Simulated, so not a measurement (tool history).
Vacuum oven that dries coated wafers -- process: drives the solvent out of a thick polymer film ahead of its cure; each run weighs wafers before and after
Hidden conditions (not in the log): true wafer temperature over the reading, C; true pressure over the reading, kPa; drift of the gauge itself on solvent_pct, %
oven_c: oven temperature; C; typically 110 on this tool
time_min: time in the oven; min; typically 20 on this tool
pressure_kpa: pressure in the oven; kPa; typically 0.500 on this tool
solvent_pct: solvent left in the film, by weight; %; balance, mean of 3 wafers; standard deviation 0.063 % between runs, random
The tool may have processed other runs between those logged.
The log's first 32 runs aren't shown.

run	hour	oven_c	time_min	pressure_kpa	hours of work since the thermocouples were calibrated	hours of work since the vacuum gauge was cleaned of residue	solvent_pct
33	2115.1	114	20	0.858	732	689	2.47
34	2174.2	109	31	0.763	770	726	2.05
35	2215.6	99	20	0.500	796	753	7.91
36	2298.1	122	16	0.446	849	805	1.20
37	2380.9	107	25	0.339	901	858	3.15
38	2440.2	107	25	0.339	939	895	3.31
39	2517.4	120	19	0.435	988	945	1.09
40	2563.7	120	19	0.435	1017	974	1.22
41	2631.0	120	19	0.435	1060	1017	1.05
42	2686.3	108	21	1.389	1096	1052	4.19
43	2753.5	121	20	1.162	1138	1095	1.17
# hour 2759.8: vacuum gauge cleaned of residue and calibrated
44	2829.6	120	20	1.162	1186	44	1.04

Predict each of these 4 candidate next runs independently; none follows another, all start after run 44:
A	2907.1	117	36	0.305	1235	94	?
B	2907.1	110	20	1.293	1235	94	?
C	2907.1	97	15	0.742	1235	94	?
D	2907.1	96	20	1.162	1235	94	?

run	solvent_pct
A	0.30
B	3.50
C	9.75
D	8.79
Take away the tool's hidden state, keep each run's random variation, and the runs would have read:
run	solvent_pct
A	0.39
B	4.09
C	10.37
D	9.46
